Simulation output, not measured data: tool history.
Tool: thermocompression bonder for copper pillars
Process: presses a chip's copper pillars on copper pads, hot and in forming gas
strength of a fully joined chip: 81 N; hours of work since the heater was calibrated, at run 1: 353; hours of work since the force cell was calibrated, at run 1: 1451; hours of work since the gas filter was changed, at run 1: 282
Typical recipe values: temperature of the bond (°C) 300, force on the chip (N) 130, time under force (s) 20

run    hour  temperature of the bond (°C)  force on the chip (N)  time under force (s)  hours of work since the heater was calibrated  hours of work since the force cell was calibrated  hours of work since the gas filter was changed  force that shears a chip off (N)
  1       0                           300                    130                    20                                            353                                               1451                                             282                              35.6
  2    50.7                           326                    130                    20                                            388                                               1486                                             317                                45
  3    83.5                           326                    130                    20                                            411                                               1509                                             340                              44.2
  4   139.8                           300                    130                    20                                            450                                               1547                                             378                              33.5
  5   193.3                           300                    130                    20                                            487                                               1584                                             415                              33.3
  6   224.7                           300                    130                    20                                            509                                               1606                                             437                              33.1
  7   288.1                           300                    130                    20                                            552                                               1650                                             481                              32.4
      306.9  -- forming gas filter changed
  8   323.8                           300                    130                    20                                            577                                               1674                                              12                              36.3
  9   374.4                           300                    130                    20                                            612                                               1709                                              47                              36.4
 10   420.2                           300                    130                    20                                            643                                               1741                                              78                              35.2
 11   478.4                           323                    130                    20                                            683                                               1781                                             118                              44.8
 12   517.3                           323                    130                    20                                            710                                               1808                                             145                              44.2
 13   586.8                           323                    130                    20                                            758                                               1856                                             193                              43.9
 14   635.2                           300                    130                    20                                            792                                               1889                                             227                              33.9
 15   700.1                           300                    130                    20                                            836                                               1934                                             272                              32.7
      759.8  -- force cell calibrated
 16   768.8                           300                    130                    20                                            883                                                  6                                             318                              33.8
 17   825.9                           300                    130                    20                                            922                                                 46                                             357                                34
 18   883.7                           300                    130                    20                                            962                                                 86                                             397                              33.1
 19   936.1                           279                    139                    20                                            998                                                122                                             433                              26.8
 20   997.2                           313                     84                    23                                           1041                                                164                                             476                              25.9
     1022.9  -- forming gas filter changed
 21    1040                           309                     80                    20                                           1070                                                193                                              12                              25.2
 22  1089.4                           314                    109                    28                                           1104                                                227                                              46                              40.7
 23    1128                           329                    177                    11                                           1131                                                254                                              73                              47.2
 24  1177.1                           301                    130                    49                                           1164                                                288                                             106                              47.9
 25  1228.6                           279                    103                    29                                           1200                                                323                                             142                              24.7
 26  1257.5                           325                    103                    29                                           1220                                                343                                             162                              41.2
 27  1290.2                           325                    103                    29                                           1243                                                366                                             185                              40.6
 28  1321.7                           325                    103                    29                                           1264                                                388                                             206                              41.8
 29  1386.5                           293                     91                    14                                           1309                                                432                                             251                              19.5
 30  1452.5                           273                    123                    12                                           1355                                                478                                             297                              18.8
 31  1506.4                           300                    179                    15                                           1392                                                515                                             334                              39.7
 32  1536.2                           294                    190                    57                                           1412                                                536                                             354                              55.8
 33  1596.6                           326                    107                    20                                           1454                                                577                                             396                              35.7
 34  1630.6                           325                     86                    20                                           1478                                                601                                             420                              29.9

Predict each of these 4 candidate next runs independently; none follows another, all start after run 34:
  A  1665.6                           325                    115                    17                                           1502                                                625                                             444                                 ?
  B  1665.6                           325                    174                    20                                           1502                                                625                                             444                                 ?
  C  1665.6                           317                    105                    28                                           1502                                                625                                             444                                 ?
  D  1665.6                           301                     86                    25                                           1502                                                625                                             444                                 ?

run  force that shears a chip off (N)
  A                              35.5
  B                              49.8
  C                              35.7
  D                              23.9
Without the tool's unlogged condition, the same runs would have read:
run  force that shears a chip off (N)
  A                              42.7
  B                              58.6
  C                              43.2
  D                              29.5
